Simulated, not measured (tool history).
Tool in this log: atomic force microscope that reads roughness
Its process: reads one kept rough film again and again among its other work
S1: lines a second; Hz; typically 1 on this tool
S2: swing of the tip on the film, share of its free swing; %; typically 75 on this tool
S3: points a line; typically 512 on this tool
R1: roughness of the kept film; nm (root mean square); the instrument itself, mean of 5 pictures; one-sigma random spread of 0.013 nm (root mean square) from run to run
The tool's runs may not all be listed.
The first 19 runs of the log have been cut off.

| run | hour | S1 | S2 | S3 | R1 |
|---|---|---|---|---|---|
| 20 | 506.6 | 0.83 | 75 | 512 | 3.024 |
| 21 | 522.6 | 0.83 | 75 | 512 | 2.988 |
| 22 | 556.1 | 0.83 | 75 | 479 | 2.934 |
| 23 | 583.2 | 1 | 75 | 512 | 2.883 |
|  | 588.4 | new tip fitted |
| 24 | 614.7 | 1 | 75 | 512 | 3.036 |
| 25 | 647.4 | 1 | 75 | 512 | 2.981 |
| 26 | 675.3 | 1 | 75 | 512 | 2.926 |
| 27 | 702.9 | 2.51 | 89 | 448 | 2.313 |
| 28 | 721.6 | 2.51 | 56 | 448 | 2.914 |
|  | 737.6 | new tip fitted |
| 29 | 751.1 | 3.76 | 79 | 894 | 2.473 |
| 30 | 768.9 | 3.76 | 79 | 894 | 2.456 |
| 31 | 799.9 | 1.52 | 79 | 481 | 2.82 |
| 32 | 820.2 | 0.61 | 74 | 512 | 3.039 |
| 33 | 845.3 | 1.16 | 83 | 895 | 2.803 |

Run 34 comes next. What will it give?
| 34 | 873.6 | 3.38 | 85 | 512 | ? |

Logged for run 34: R1 2.232 nm (root mean square).
Minus the tool's unlogged condition, the same run would have read R1 2.406 nm (root mean square).
